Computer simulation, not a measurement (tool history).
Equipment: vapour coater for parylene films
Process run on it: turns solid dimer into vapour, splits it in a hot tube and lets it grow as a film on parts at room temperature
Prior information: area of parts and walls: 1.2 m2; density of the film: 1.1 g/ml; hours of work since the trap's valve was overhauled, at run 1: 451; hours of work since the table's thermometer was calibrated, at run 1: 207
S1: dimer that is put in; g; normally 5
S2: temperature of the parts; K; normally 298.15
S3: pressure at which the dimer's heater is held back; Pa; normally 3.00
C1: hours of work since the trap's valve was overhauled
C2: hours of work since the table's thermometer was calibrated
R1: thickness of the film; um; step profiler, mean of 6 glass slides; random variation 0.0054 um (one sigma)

run,hour,S1,S2,S3,C1,C2,R1
1,0.0,5,298.15,3.00,451,207,2.579
2,10.3,5,298.15,3.00,458,214,2.571
3,24.5,6,298.15,3.00,469,225,3.091
4,33.4,6,298.15,3.00,476,232,3.089
5,41.6,5,306.15,3.00,482,238,1.898
6,51.5,5,306.15,3.00,489,245,1.900
7,65.5,5,306.15,3.00,500,256,1.889
8,76.3,5,306.15,3.00,508,264,1.892
9,86.0,5,298.15,3.37,515,271,2.530
10,101.6,5,298.15,3.37,527,282,2.522
11,109.6,3,298.15,3.37,533,288,1.515
12,118.7,3,298.15,3.37,539,295,1.515
13,127.4,3,298.15,3.37,546,302,1.515
14,136.9,3,298.15,3.37,553,309,1.511
15,146.8,5,298.15,3.00,560,316,2.573
16,162.5,5,298.15,3.00,572,328,2.563
17,174.1,5,298.15,3.00,581,337,2.567
18,182.2,5,298.15,7.02,587,343,2.260
19,193.2,5,298.15,7.02,595,351,2.253
# hour 205.2: trap's valve overhauled
20,210.2,5,298.15,7.02,4,360,2.391
21,225.4,5,298.15,3.00,15,372,2.703
22,237.2,5,298.15,3.00,24,381,2.704
23,250.8,5,298.15,3.00,34,391,2.700
24,259.0,6,298.15,9.97,40,397,2.701
25,265.6,6,298.15,9.97,45,402,2.719
26,280.4,6,298.15,9.97,56,413,2.711
27,291.9,8,306.15,9.97,65,421,2.672
28,308.3,8,306.15,9.97,77,434,2.676
29,316.1,8,293.15,9.97,83,439,4.363
30,327.8,8,296.15,9.97,91,448,3.903
31,340.7,8,296.15,9.97,101,458,3.898
32,353.2,2,304.15,5.10,110,467,0.794
33,360.3,5,298.15,8.18,116,472,2.323
34,373.1,5,298.15,8.18,125,482,2.313
35,384.3,3,299.15,9.66,134,490,1.304
36,392.9,3,299.15,9.66,140,497,1.303
37,402.0,7,296.15,5.67,147,504,3.687
38,409.1,7,296.15,5.67,152,509,3.680
39,421.4,7,296.15,5.67,161,518,3.685
40,434.0,7,296.15,5.67,171,527,3.689
41,440.9,3,298.15,2.96,176,533,1.609
42,449.2,3,296.15,2.63,182,539,1.769
43,458.7,3,294.15,2.63,189,546,1.901
44,470.1,5,302.15,9.56,198,554,1.934
45,477.8,7,298.15,7.75,203,560,3.255
46,493.9,7,298.15,7.75,215,572,3.247

Consider 5 possible next runs. They are alternatives, not a sequence: every one starts from the tool as it was left by run 46. What does each give?
A,503.1,8,309.15,3.00,222,579,?
B,503.1,5,292.15,2.47,222,579,?
C,503.1,3,290.15,7.75,222,579,?
D,503.1,3,298.15,3.00,222,579,?
E,503.1,3,295.15,8.78,222,579,?

run,R1
A,2.817
B,3.453
C,1.890
D,1.598
E,1.536
With no hidden state in the tool, these same runs would have given:
run,R1
A,2.846
B,3.489
C,1.909
D,1.614
E,1.552
